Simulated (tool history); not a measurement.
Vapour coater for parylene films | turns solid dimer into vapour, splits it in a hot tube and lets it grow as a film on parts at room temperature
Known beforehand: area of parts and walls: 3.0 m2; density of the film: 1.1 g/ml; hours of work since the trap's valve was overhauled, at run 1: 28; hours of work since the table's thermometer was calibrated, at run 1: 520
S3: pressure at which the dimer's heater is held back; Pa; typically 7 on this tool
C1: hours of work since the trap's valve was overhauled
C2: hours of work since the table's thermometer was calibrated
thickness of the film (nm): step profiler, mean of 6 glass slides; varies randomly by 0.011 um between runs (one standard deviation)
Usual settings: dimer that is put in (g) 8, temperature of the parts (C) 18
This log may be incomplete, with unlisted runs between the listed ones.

run 1 hour=0 | dimer_that_is_put_in_(g)=8 temperature_of_the_parts_(C)=18 S3=7 | C1=28 C2=520 | thickness_of_the_film_(nm)=1350
run 2 hour=15.7 | dimer_that_is_put_in_(g)=3 temperature_of_the_parts_(C)=18 S3=7 | C1=38 C2=530 | thickness_of_the_film_(nm)=510
run 3 hour=31.9 | dimer_that_is_put_in_(g)=4 temperature_of_the_parts_(C)=18 S3=7 | C1=48 C2=540 | thickness_of_the_film_(nm)=690
run 4 hour=42.8 | dimer_that_is_put_in_(g)=4 temperature_of_the_parts_(C)=18 S3=7 | C1=55 C2=547 | thickness_of_the_film_(nm)=670
run 5 hour=57.1 | dimer_that_is_put_in_(g)=8 temperature_of_the_parts_(C)=18 S3=7 | C1=65 C2=557 | thickness_of_the_film_(nm)=1320
run 6 hour=66.2 | dimer_that_is_put_in_(g)=6 temperature_of_the_parts_(C)=18 S3=7 | C1=71 C2=563 | thickness_of_the_film_(nm)=1010
run 7 hour=87.3 | dimer_that_is_put_in_(g)=8 temperature_of_the_parts_(C)=18 S3=7 | C1=84 C2=576 | thickness_of_the_film_(nm)=1310
run 8 hour=102.1 | dimer_that_is_put_in_(g)=8 temperature_of_the_parts_(C)=18 S3=7 | C1=94 C2=586 | thickness_of_the_film_(nm)=1320
run 9 hour=114 | dimer_that_is_put_in_(g)=8 temperature_of_the_parts_(C)=18 S3=7 | C1=102 C2=594 | thickness_of_the_film_(nm)=1300
run 10 hour=124.4 | dimer_that_is_put_in_(g)=8 temperature_of_the_parts_(C)=18 S3=2.12 | C1=109 C2=601 | thickness_of_the_film_(nm)=1430
run 11 hour=134.8 | dimer_that_is_put_in_(g)=5 temperature_of_the_parts_(C)=22 S3=8.06 | C1=115 C2=607 | thickness_of_the_film_(nm)=740
run 12 hour=147.9 | dimer_that_is_put_in_(g)=5 temperature_of_the_parts_(C)=22 S3=8.06 | C1=124 C2=616 | thickness_of_the_film_(nm)=760
run 13 hour=162.1 | dimer_that_is_put_in_(g)=3 temperature_of_the_parts_(C)=22 S3=2.02 | C1=133 C2=625 | thickness_of_the_film_(nm)=510
run 14 hour=173.7 | dimer_that_is_put_in_(g)=7 temperature_of_the_parts_(C)=12 S3=4.95 | C1=141 C2=633 | thickness_of_the_film_(nm)=1310
run 15 hour=192.7 | dimer_that_is_put_in_(g)=4 temperature_of_the_parts_(C)=18 S3=4.37 | C1=153 C2=645 | thickness_of_the_film_(nm)=670
run 16 hour=213.1 | dimer_that_is_put_in_(g)=5 temperature_of_the_parts_(C)=24 S3=3.54 | C1=166 C2=658 | thickness_of_the_film_(nm)=760
run 17 hour=226.6 | dimer_that_is_put_in_(g)=5 temperature_of_the_parts_(C)=24 S3=3.54 | C1=175 C2=667 | thickness_of_the_film_(nm)=760
run 18 hour=244.1 | dimer_that_is_put_in_(g)=11 temperature_of_the_parts_(C)=27 S3=3.54 | C1=186 C2=678 | thickness_of_the_film_(nm)=1530
run 19 hour=259.3 | dimer_that_is_put_in_(g)=3 temperature_of_the_parts_(C)=14 S3=6.96 | C1=196 C2=688 | thickness_of_the_film_(nm)=500

5 ways to go on from here, each from the tool as it stands after run 19. What would each give?
run A hour=272.9 | dimer_that_is_put_in_(g)=11 temperature_of_the_parts_(C)=19 S3=8.56 | C1=205 C2=697 | thickness_of_the_film_(nm)=?
run B hour=272.9 | dimer_that_is_put_in_(g)=4 temperature_of_the_parts_(C)=13 S3=7 | C1=205 C2=697 | thickness_of_the_film_(nm)=?
run C hour=272.9 | dimer_that_is_put_in_(g)=3 temperature_of_the_parts_(C)=23 S3=4.42 | C1=205 C2=697 | thickness_of_the_film_(nm)=?
run D hour=272.9 | dimer_that_is_put_in_(g)=3 temperature_of_the_parts_(C)=16 S3=6.96 | C1=205 C2=697 | thickness_of_the_film_(nm)=?
run E hour=272.9 | dimer_that_is_put_in_(g)=8 temperature_of_the_parts_(C)=18 S3=11.19 | C1=205 C2=697 | thickness_of_the_film_(nm)=?

run=A thickness_of_the_film_(nm)=1650
run=B thickness_of_the_film_(nm)=670
run=C thickness_of_the_film_(nm)=440
run=D thickness_of_the_film_(nm)=480
run=E thickness_of_the_film_(nm)=1200
What these runs would have given with no unlogged condition in the tool:
run=A thickness_of_the_film_(nm)=1820
run=B thickness_of_the_film_(nm)=740
run=C thickness_of_the_film_(nm)=480
run=D thickness_of_the_film_(nm)=530
run=E thickness_of_the_film_(nm)=1320

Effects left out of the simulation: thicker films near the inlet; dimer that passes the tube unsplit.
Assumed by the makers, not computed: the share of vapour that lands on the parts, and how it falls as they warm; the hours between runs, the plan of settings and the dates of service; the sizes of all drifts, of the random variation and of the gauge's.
